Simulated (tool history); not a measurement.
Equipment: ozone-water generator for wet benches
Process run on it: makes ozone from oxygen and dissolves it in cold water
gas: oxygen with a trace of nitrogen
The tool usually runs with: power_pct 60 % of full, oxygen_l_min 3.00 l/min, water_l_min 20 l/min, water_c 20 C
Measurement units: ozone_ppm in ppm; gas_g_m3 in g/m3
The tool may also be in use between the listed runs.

run,hour,power_pct,oxygen_l_min,water_l_min,water_c,ozone_ppm,gas_g_m3
1,0.0,60,3.00,20,20,14.1,184.5
2,84.4,60,3.00,20,20,14.4,183.6
3,133.1,60,3.00,20,20,14.4,185.0
4,186.7,60,3.00,20,20,14.6,184.5
5,264.6,60,3.00,20,20,14.2,184.4
6,315.7,60,3.00,20,13,15.5,183.3
7,371.4,60,3.00,20,20,14.2,183.3
8,465.1,60,3.00,20,20,14.1,181.9
9,514.5,60,3.00,20,22,14.1,185.5
10,574.7,69,3.00,20,22,16.1,205.9
11,655.6,60,3.00,20,20,14.5,182.4
12,753.0,60,3.00,29,20,9.6,182.7
13,850.2,60,3.00,27,20,10.5,181.3
14,925.8,60,3.00,19,20,15.2,183.7
15,1019.4,60,3.00,19,20,14.6,183.9
16,1092.8,60,3.00,19,20,15.1,182.7
17,1170.8,100,3.00,19,20,23.3,283.9
18,1226.7,61,4.07,26,20,11.0,152.7
19,1318.8,61,4.07,15,18,18.7,150.0
20,1364.3,84,4.22,13,17,27.6,196.1
21,1440.9,60,4.74,20,21,13.7,135.9
22,1513.9,60,4.63,22,20,12.9,137.1
23,1568.2,69,4.63,22,20,14.6,155.4
24,1621.3,71,4.20,13,23,21.6,169.0
# hour 1633.2: contactor cleaned
25,1721.2,60,5.19,20,14,14.6,125.0
26,1761.4,45,4.78,20,14,11.6,105.7
27,1850.1,45,4.78,20,14,11.4,104.4
28,1947.8,62,4.78,14,17,19.6,138.5
29,2024.1,62,4.78,14,17,19.7,138.8
30,2081.4,62,4.78,14,17,19.9,136.8
31,2135.2,70,1.61,30,27,9.1,306.8
# hour 2170.3: contactor cleaned, once more
32,2190.0,60,3.00,19,19,15.3,178.9
33,2241.7,60,5.14,20,20,13.8,127.3
34,2291.9,60,5.14,20,20,14.0,127.7

Predict each of these 3 candidate next runs independently; none follows another, all start after run 34:
A,2377.7,43,1.80,22,20,?,?
B,2377.7,97,1.70,20,20,?,?
C,2377.7,51,3.00,16,17,?,?

run,ozone_ppm,gas_g_m3
A,9.1,187.9
B,20.3,387.4
C,15.8,155.9
With the hidden condition removed and each run's random variation left untouched, the same runs would have given:
run,ozone_ppm,gas_g_m3
A,9.5,195.3
B,22.2,422.7
C,16.7,163.7
